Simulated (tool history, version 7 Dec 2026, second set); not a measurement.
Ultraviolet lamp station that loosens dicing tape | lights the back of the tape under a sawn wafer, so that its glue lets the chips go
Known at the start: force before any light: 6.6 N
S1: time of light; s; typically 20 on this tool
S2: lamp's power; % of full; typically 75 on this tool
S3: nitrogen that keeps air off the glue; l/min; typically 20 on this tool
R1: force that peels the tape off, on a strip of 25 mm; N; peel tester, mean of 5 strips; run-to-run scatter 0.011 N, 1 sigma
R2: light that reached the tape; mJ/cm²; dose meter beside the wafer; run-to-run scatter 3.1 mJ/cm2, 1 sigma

run   hour  S1  S2  S3     R1   R2
  1      0  20  75  20  0.664  421
  2   39.5  20  75  20  0.653  412
  3     74  20  75  20  0.694  406
  4    128  20  75  20  0.702  399
  5  155.6  20  75  20  0.727  395
  6    191  11  89  28  1.278  255
  7  258.6  24  75  20  0.539  462
  8  313.7  24  75  20  0.551  452
  9  342.1  16  73  20  1.269  289
 10  384.9  20  94  11  0.728  457

Some steps in R1 between neighbouring runs. How much of each would the tool show without its hidden state too (settings, what came in, random variation), and how much is left for the hidden state, with any gauge scatter that isn't in both results?
What the log doesn't record here: lamp's light, % of a new lamp's; light that the window lets through, % of a clean one's; drift of the gauge itself on peel_n, %; drift of the gauge itself on dose_mj_cm2, %.
Run 6 -> 7: S1 11 -> 24, S2 89 -> 75, S3 28 -> 20. R1 -0.739 N: hidden state -0.158, all else -0.581.
Run 8 -> 9: S1 24 -> 16, S2 75 -> 73. R1 +0.718 N: hidden state +0.238, all else +0.48.

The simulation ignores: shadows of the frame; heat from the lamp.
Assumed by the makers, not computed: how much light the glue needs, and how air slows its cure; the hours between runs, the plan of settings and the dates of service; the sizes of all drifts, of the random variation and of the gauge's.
